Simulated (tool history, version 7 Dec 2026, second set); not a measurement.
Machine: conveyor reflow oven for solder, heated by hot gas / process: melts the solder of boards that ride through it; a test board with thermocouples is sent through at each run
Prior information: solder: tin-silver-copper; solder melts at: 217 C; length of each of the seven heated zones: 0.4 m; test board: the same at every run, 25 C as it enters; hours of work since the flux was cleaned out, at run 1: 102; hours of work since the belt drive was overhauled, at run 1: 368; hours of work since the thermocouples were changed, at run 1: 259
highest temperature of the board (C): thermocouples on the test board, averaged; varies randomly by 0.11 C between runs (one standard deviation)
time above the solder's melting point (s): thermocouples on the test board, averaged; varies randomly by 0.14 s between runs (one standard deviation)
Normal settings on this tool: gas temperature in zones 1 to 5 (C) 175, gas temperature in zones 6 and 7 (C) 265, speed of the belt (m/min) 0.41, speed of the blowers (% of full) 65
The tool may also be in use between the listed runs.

run	day	gas temperature in zones 1 to 5 (C)	gas temperature in zones 6 and 7 (C)	speed of the belt (m/min)	speed of the blowers (% of full)	hours of work since the flux was cleaned out	hours of work since the belt drive was overhauled	hours of work since the thermocouples were changed	highest temperature of the board (C)	time above the solder's melting point (s)
1	0	175	265	0.41	65	102	368	259	256.5	96.2
2	0.608	175	265	0.41	65	108	374	265	256.7	96
3	0.888	175	265	0.41	65	111	377	268	256.8	96.2
4	1.388	175	265	0.41	65	116	382	273	256.8	96.2
5	1.912	170	265	0.41	65	121	388	278	256.2	93.1
6	2.542	175	265	0.426	65	128	394	285	255.9	91.2
7	3.121	175	265	0.426	54	134	400	291	254.2	89.1
8	3.646	175	265	0.41	60	139	405	296	256	95.1
9	4.196	175	265	0.41	60	145	411	302	256.4	95.1
10	4.583	175	265	0.41	60	149	415	306	256.2	94.9
11	4.867	175	265	0.41	60	152	418	308	255.9	95
12	5.221	175	265	0.41	60	155	422	312	256.2	95
13	5.817	175	265	0.41	60	161	428	318	256.2	94.8
14	6.112	175	265	0.41	60	164	431	321	256	95.2
15	6.525	175	265	0.41	60	169	435	325	256.2	94.9
16	7.117	175	265	0.41	60	175	441	331	256	95.1
17	7.379	175	265	0.337	65	177	444	334	260.7	123.1
18	7.692	186	265	0.484	71	180	447	337	254.9	84.1
19	8.054	172	254	0.41	56	184	450	341	244.9	81
20	8.433	160	253	0.41	82	188	454	345	245.8	79
21	8.808	160	258	0.354	82	192	458	349	253.5	103.5
22	9.425	160	258	0.354	82	198	464	355	253.6	103.9
23	9.738	188	266	0.419	73	201	468	358	259.5	103.5
24	10.042	190	269	0.357	67	204	471	361	264.8	127.5
25	10.354	190	269	0.357	67	208	474	364	264.7	127.5
26	10.733	163	268	0.467	66	212	478	368	254.6	75.3
27	11.296	163	258	0.41	65	217	483	374	248.9	81.9
28	11.704	163	258	0.41	65	221	488	378	248.6	81.7
29	12.125	189	280	0.48	52	226	492	383	266	94.1
30	12.462	185	277	0.458	60	229	495	386	265.5	96.1

Alternative continuations, all from the tool just after run 30; predict every row:
A	12.912	175	265	0.453	75	234	500	391	?	?
B	12.912	185	259	0.398	57	234	500	391	?	?
C	12.912	185	256	0.458	63	234	500	391	?	?

run	highest temperature of the board (C)	time above the solder's melting point (s)
A	255.4	85.3
B	252	100.4
C	246.9	81
Stripped of hidden state, with their random variation kept, the same runs would have yielded:
run	highest temperature of the board (C)	time above the solder's melting point (s)
A	254.8	84.7
B	251	99.2
C	246.2	80.2
